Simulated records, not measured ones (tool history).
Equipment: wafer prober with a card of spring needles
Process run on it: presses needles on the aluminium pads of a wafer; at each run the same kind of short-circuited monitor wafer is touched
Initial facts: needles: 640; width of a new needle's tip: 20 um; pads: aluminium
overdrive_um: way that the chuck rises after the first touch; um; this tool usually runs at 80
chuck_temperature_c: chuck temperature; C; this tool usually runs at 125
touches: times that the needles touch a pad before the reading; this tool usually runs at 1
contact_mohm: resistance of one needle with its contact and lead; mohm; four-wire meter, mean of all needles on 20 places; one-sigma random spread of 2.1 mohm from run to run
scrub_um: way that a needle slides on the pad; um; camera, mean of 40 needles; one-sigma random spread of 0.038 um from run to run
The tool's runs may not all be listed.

Run 1, day 0: usual settings. Result: contact_mohm 247 mohm, scrub_um 15 um.
At day 0.417: tips cleaned on abrasive film.
Run 2, day 0.558: usual settings but overdrive_um 78 um. Result: contact_mohm 262 mohm, scrub_um 14.51 um.
At day 0.879: tips cleaned on abrasive film.
Run 3, day 0.996: usual settings but overdrive_um 78 um. Result: contact_mohm 254 mohm, scrub_um 14.48 um.
At day 1.354: tips cleaned on abrasive film.
Run 4, day 1.446: usual settings but overdrive_um 78 um. Result: contact_mohm 249 mohm, scrub_um 14.56 um.
Run 5, day 1.796: usual settings but overdrive_um 78 um. Result: contact_mohm 285 mohm, scrub_um 14.47 um.
At day 1.842: tips cleaned on abrasive film.
Run 6, day 2.171: usual settings but overdrive_um 78 um. Result: contact_mohm 278 mohm, scrub_um 14.51 um.
At day 2.3: tips cleaned on abrasive film.
Run 7, day 2.5: usual settings but overdrive_um 69 um, chuck_temperature_c 30 C. Result: contact_mohm 262 mohm, scrub_um 12.82 um.
At day 2.779: tips cleaned on abrasive film.
Run 8, day 2.917: usual settings but overdrive_um 68 um, chuck_temperature_c 39 C, touches 2. Result: contact_mohm 236 mohm, scrub_um 12.52 um.
At day 3.242: tips cleaned on abrasive film.
Run 9, day 3.283: usual settings but overdrive_um 69 um. Result: contact_mohm 243 mohm, scrub_um 12.78 um.
At day 3.7: tips cleaned on abrasive film.
Run 10, day 3.854: usual settings but overdrive_um 69 um, chuck_temperature_c 55 C. Result: contact_mohm 260 mohm, scrub_um 12.72 um.
At day 4.158: tips cleaned on abrasive film.
Run 11, day 4.317: usual settings but overdrive_um 69 um, chuck_temperature_c 91 C, touches 2. Result: contact_mohm 247 mohm, scrub_um 12.78 um.

Here are 3 independent what-if runs from the current tool condition. What would each one return?
At day 4.629: tips cleaned on abrasive film.
Run A, day 4.688: usual settings but overdrive_um 69 um, chuck_temperature_c 51 C, touches 2. Result: contact_mohm ?, scrub_um ?.
At day 4.629: tips cleaned on abrasive film.
Run B, day 4.688: usual settings but overdrive_um 69 um, chuck_temperature_c 55 C. Result: contact_mohm ?, scrub_um ?.
At day 4.629: tips cleaned on abrasive film.
Run C, day 4.688: usual settings but overdrive_um 88 um, chuck_temperature_c 70 C. Result: contact_mohm ?, scrub_um ?.

run  contact_mohm  scrub_um
  A           224     12.71
  B           236     12.67
  C           228     16.27
The same runs, with their run-to-run variation unchanged, on a tool lacking any hidden condition would have given:
run  contact_mohm  scrub_um
  A           209     12.99
  B           212     12.95
  C           213     16.54
